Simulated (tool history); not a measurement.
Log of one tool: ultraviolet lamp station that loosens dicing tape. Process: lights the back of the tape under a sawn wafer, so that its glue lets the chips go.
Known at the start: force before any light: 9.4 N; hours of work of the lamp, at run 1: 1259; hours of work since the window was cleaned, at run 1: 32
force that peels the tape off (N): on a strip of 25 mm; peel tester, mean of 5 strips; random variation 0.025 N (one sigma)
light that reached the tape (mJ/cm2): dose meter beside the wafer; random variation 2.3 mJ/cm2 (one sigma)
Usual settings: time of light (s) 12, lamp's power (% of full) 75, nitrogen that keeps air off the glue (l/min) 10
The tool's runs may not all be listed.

run,day,time of light (s),lamp's power (% of full),nitrogen that keeps air off the glue (l/min),hours of work of the lamp,hours of work since the window was cleaned,force that peels the tape off (N),light that reached the tape (mJ/cm2)
1,0.000,12,75,10,1259,32,1.746,188
2,2.592,12,75,10,1288,60,1.790,188
3,4.229,7,75,10,1306,78,3.567,108
4,5.575,7,75,10,1321,93,3.554,110
5,8.238,7,75,10,1350,123,3.727,104
6,10.654,18,75,10,1377,149,0.898,274
7,11.862,12,75,10,1390,163,1.867,178
8,13.158,12,75,10,1404,177,1.886,179
9,15.517,12,75,10,1431,203,2.019,176
10,17.150,12,75,10,1449,221,1.947,174
11,19.917,7,75,10,1479,251,3.769,101
12,22.829,7,75,10,1511,284,3.981,99
13,25.375,7,75,10,1539,312,3.889,99
14,28.179,7,75,10,1570,343,4.004,97
# day 29.079: window cleaned of glue's vapour
15,30.488,12,61,10,1595,16,2.883,130
16,32.467,12,61,10,1617,37,2.935,131
17,33.758,12,96,10,1631,52,1.524,205
# day 34.046: window cleaned of glue's vapour, once more
18,35.958,12,75,10,1656,21,1.993,175
19,37.571,12,65,10,1673,39,2.418,151
20,40.050,12,75,10,1701,66,2.004,175
21,42.229,12,75,10,1725,90,2.144,170
22,43.717,19,75,10,1741,107,0.939,269
23,45.429,7,76,10,1760,126,3.908,101
# day 46.050: lamp changed
24,46.804,12,75,3,8,140,2.789,225
25,49.629,12,81,10,39,171,1.156,240
26,51.358,23,75,10,59,190,0.319,422
27,53.033,23,75,7,77,209,0.442,421
28,55.942,23,75,7,109,241,0.464,415
29,58.654,17,61,10,139,271,1.065,248
30,61.162,7,75,10,167,299,3.080,124
31,62.700,8,72,18,184,316,2.180,134
32,64.738,9,74,10,206,338,2.442,158
# day 65.912: window cleaned of glue's vapour
33,67.046,12,75,9,231,12,1.440,224
34,69.600,12,75,9,260,41,1.433,219
35,72.254,11,61,6,289,70,2.881,162
36,73.692,19,81,10,305,86,0.413,374
37,75.304,8,85,11,322,104,2.079,161
38,77.833,12,68,10,350,131,1.624,195
39,80.338,13,79,5,378,159,1.823,243
40,82.192,12,63,13,398,180,1.697,180
41,83.550,18,63,6,413,195,1.453,268
42,84.829,7,77,7,428,209,3.595,127
43,87.633,17,75,5,458,240,1.318,295

4 ways to go on from here, each from the tool as it stands after run 43. What would each give?
A,89.842,23,66,3,483,264,?,?
B,89.842,11,95,3,483,264,?,?
C,89.842,17,75,3,483,264,?,?
D,89.842,12,66,14,483,264,?,?

run,force that peels the tape off (N),light that reached the tape (mJ/cm2)
A,1.420,348
B,2.620,234
C,1.881,294
D,1.564,177
Without the tool's hidden state the same runs would have given:
run,force that peels the tape off (N),light that reached the tape (mJ/cm2)
A,1.121,395
B,2.210,265
C,1.535,333
D,1.246,202

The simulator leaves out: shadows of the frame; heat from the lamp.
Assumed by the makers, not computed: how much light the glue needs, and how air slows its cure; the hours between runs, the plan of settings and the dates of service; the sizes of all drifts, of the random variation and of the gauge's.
